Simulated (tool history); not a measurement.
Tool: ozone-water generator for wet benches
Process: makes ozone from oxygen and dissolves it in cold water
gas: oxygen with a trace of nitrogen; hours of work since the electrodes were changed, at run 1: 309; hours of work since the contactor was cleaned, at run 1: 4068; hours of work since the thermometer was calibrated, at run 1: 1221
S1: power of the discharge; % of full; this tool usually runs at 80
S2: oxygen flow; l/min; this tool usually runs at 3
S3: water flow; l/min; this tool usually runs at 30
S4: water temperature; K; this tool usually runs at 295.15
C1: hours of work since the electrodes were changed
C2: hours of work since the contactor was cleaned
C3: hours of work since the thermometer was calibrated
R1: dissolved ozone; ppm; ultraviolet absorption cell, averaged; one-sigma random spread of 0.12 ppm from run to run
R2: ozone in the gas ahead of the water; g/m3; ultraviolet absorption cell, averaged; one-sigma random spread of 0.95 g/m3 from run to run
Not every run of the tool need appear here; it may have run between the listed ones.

run	hour	S1	S2	S3	S4	C1	C2	C3	R1	R2
1	0	80	3	30	295.15	309	4068	1221	9.7	164.2
2	14.7	80	3	30	295.15	323	4081	1234	9.7	162.9
3	31.9	80	5.31	30	295.15	338	4096	1250	10.4	118.5
4	67.7	80	5.31	30	295.15	371	4129	1282	10.4	119.5
5	87	80	5.31	30	295.15	388	4146	1299	10.3	119.2
6	115.2	80	5.31	30	295.15	413	4172	1325	10.4	119.5
7	145.5	80	3	30	295.15	441	4199	1352	9.6	162.8
8	180.1	80	3	30	295.15	472	4230	1384	9.5	160.8
9	195.7	80	3	30	295.15	486	4244	1398	9.4	162.7
10	219.2	80	3	30	295.15	507	4265	1419	9.6	162.8
11	240.3	80	3	30	295.15	526	4285	1438	9.5	162.8

Expected results for the next run?
12	256.7	80	3	30	295.15	541	4299	1453	?	?

R1: 9.6 ppm
R2: 160.9 g/m3
If the tool had no hidden condition, the same run with the same run-to-run variation would have returned R1 10.1 ppm, R2 161.4 g/m3.
